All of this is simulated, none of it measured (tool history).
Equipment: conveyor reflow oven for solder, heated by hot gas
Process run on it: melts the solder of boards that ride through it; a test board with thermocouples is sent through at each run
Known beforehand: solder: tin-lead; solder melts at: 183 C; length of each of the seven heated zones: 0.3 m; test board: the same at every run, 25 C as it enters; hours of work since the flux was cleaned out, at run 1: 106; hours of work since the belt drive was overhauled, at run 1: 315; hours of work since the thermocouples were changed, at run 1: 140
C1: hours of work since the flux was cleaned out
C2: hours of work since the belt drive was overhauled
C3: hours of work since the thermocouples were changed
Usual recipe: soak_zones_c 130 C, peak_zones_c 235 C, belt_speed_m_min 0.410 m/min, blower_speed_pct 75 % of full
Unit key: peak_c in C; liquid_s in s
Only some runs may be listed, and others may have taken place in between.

Run 1, day 0.000: usual settings; C1 106; C2 315; C3 140. Result: peak_c 220.3 C, liquid_s 66.1 s.
Run 2, day 0.429: usual settings but belt_speed_m_min 0.423 m/min; C1 112; C2 321; C3 146. Result: peak_c 219.0 C, liquid_s 62.8 s.
Run 3, day 0.679: usual settings but peak_zones_c 247 C; C1 116; C2 325; C3 150. Result: peak_c 230.0 C, liquid_s 74.5 s.
Run 4, day 1.046: usual settings but peak_zones_c 247 C; C1 121; C2 330; C3 155. Result: peak_c 231.0 C, liquid_s 73.8 s.
Run 5, day 1.233: usual settings but blower_speed_pct 54 % of full; C1 123; C2 333; C3 158. Result: peak_c 216.5 C, liquid_s 62.3 s.
Run 6, day 1.546: usual settings but blower_speed_pct 54 % of full; C1 128; C2 337; C3 162. Result: peak_c 216.1 C, liquid_s 62.8 s.
Run 7, day 2.004: usual settings but blower_speed_pct 54 % of full; C1 134; C2 344; C3 169. Result: peak_c 216.3 C, liquid_s 62.0 s.
Run 8, day 2.196: usual settings; C1 137; C2 346; C3 171. Result: peak_c 219.3 C, liquid_s 65.8 s.
Run 9, day 2.604: usual settings; C1 143; C2 352; C3 177. Result: peak_c 219.6 C, liquid_s 65.8 s.
Run 10, day 2.938: usual settings; C1 148; C2 357; C3 182. Result: peak_c 219.7 C, liquid_s 65.8 s.
At day 3.608: flux residue cleaned out of gas plates and filters.
Run 11, day 3.608: usual settings; C1 0; C2 363; C3 189. Result: peak_c 221.0 C, liquid_s 67.0 s.
At day 3.804: belt drive overhauled, speed set with a stopwatch.
Run 12, day 4.021: usual settings but peak_zones_c 230 C; C1 3; C2 3; C3 192. Result: peak_c 216.5 C, liquid_s 64.2 s.
Run 13, day 4.238: usual settings but soak_zones_c 136 C; C1 7; C2 6; C3 195. Result: peak_c 221.3 C, liquid_s 70.0 s.
Run 14, day 4.562: usual settings but belt_speed_m_min 0.479 m/min; C1 11; C2 11; C3 200. Result: peak_c 215.1 C, liquid_s 52.7 s.
Run 15, day 4.975: usual settings but belt_speed_m_min 0.479 m/min; C1 17; C2 17; C3 206. Result: peak_c 215.5 C, liquid_s 53.3 s.
At day 5.412: belt drive overhauled, speed set with a stopwatch, once more.
Run 16, day 5.421: usual settings but soak_zones_c 144 C, peak_zones_c 234 C, belt_speed_m_min 0.353 m/min, blower_speed_pct 77 % of full; C1 21; C2 0; C3 210. Result: peak_c 224.7 C, liquid_s 88.1 s.
Run 17, day 5.688: usual settings but soak_zones_c 126 C, peak_zones_c 240 C, belt_speed_m_min 0.353 m/min, blower_speed_pct 77 % of full; C1 25; C2 4; C3 213. Result: peak_c 228.4 C, liquid_s 83.6 s.
Run 18, day 5.908: usual settings but soak_zones_c 138 C, peak_zones_c 244 C, belt_speed_m_min 0.411 m/min, blower_speed_pct 55 % of full; C1 28; C2 7; C3 217. Result: peak_c 227.0 C, liquid_s 72.3 s.
Run 19, day 6.338: usual settings but soak_zones_c 138 C, peak_zones_c 244 C, belt_speed_m_min 0.411 m/min, blower_speed_pct 55 % of full; C1 34; C2 13; C3 223. Result: peak_c 225.6 C, liquid_s 73.0 s.
Run 20, day 6.617: usual settings but soak_zones_c 124 C, peak_zones_c 244 C, belt_speed_m_min 0.474 m/min, blower_speed_pct 55 % of full; C1 38; C2 17; C3 227. Result: peak_c 218.4 C, liquid_s 52.3 s.
Run 21, day 7.075: usual settings but soak_zones_c 124 C, peak_zones_c 244 C, belt_speed_m_min 0.474 m/min, blower_speed_pct 55 % of full; C1 45; C2 24; C3 233. Result: peak_c 217.2 C, liquid_s 52.0 s.
Run 22, day 7.521: usual settings but soak_zones_c 124 C, peak_zones_c 244 C, belt_speed_m_min 0.474 m/min, blower_speed_pct 55 % of full; C1 51; C2 30; C3 239. Result: peak_c 218.0 C, liquid_s 51.9 s.
Run 23, day 7.783: usual settings but belt_speed_m_min 0.391 m/min; C1 55; C2 34; C3 243. Result: peak_c 221.6 C, liquid_s 71.2 s.
Run 24, day 7.996: usual settings but peak_zones_c 234 C; C1 58; C2 37; C3 246. Result: peak_c 219.1 C, liquid_s 65.2 s.
Run 25, day 8.288: usual settings but peak_zones_c 234 C; C1 62; C2 41; C3 250. Result: peak_c 218.7 C, liquid_s 65.0 s.
Run 26, day 8.612: usual settings but peak_zones_c 234 C; C1 66; C2 46; C3 255. Result: peak_c 219.4 C, liquid_s 65.0 s.
Run 27, day 8.833: usual settings but blower_speed_pct 67 % of full; C1 70; C2 49; C3 258. Result: peak_c 218.1 C, liquid_s 64.5 s.
Run 28, day 9.029: usual settings but soak_zones_c 124 C, belt_speed_m_min 0.385 m/min, blower_speed_pct 67 % of full; C1 72; C2 51; C3 261. Result: peak_c 219.7 C, liquid_s 68.2 s.
Run 29, day 9.292: usual settings but soak_zones_c 124 C, belt_speed_m_min 0.385 m/min, blower_speed_pct 67 % of full; C1 76; C2 55; C3 265. Result: peak_c 219.1 C, liquid_s 68.2 s.
Run 30, day 9.488: usual settings but soak_zones_c 124 C, belt_speed_m_min 0.385 m/min, blower_speed_pct 67 % of full; C1 79; C2 58; C3 267. Result: peak_c 219.7 C, liquid_s 68.0 s.

What differs in the tool's unlogged condition from the final listed run ahead of each entry between runs to the first listed run following it?
Run 10 -> run 11: flux residue cleaned out of gas plates and filters (day 3.608)
  heat that the gas passes to the board, % of a clean oven's: 94.5 -> 99.7; belt's true speed, % of the reading: 99.37 -> 99.36; true gas temperature in zones 6 and 7 over the reading, C: -0.92 -> -0.94
  measured less the result without the state, peak_c: -1.9 -> -0.7 C; liquid_s: -1.3 -> -0.1 s
Run 11 -> run 12: belt drive overhauled, speed set with a stopwatch (day 3.804)
  heat that the gas passes to the board, % of a clean oven's: 99.7 -> 99.6; belt's true speed, % of the reading: 99.36 -> 98.99; true gas temperature in zones 6 and 7 over the reading, C: -0.94 -> -0.95
  measured less the result without the state, peak_c: -0.7 -> -0.6 C; liquid_s: -0.1 -> +0.2 s
Run 15 -> run 16: belt drive overhauled, speed set with a stopwatch, once more (day 5.412)
  heat that the gas passes to the board, % of a clean oven's: 99.1 -> 99; belt's true speed, % of the reading: 98.97 -> 99.96; true gas temperature in zones 6 and 7 over the reading, C: -0.99 -> -1
  measured less the result without the state, peak_c: -0.7 -> -1.1 C; liquid_s: +0.0 -> -0.8 s
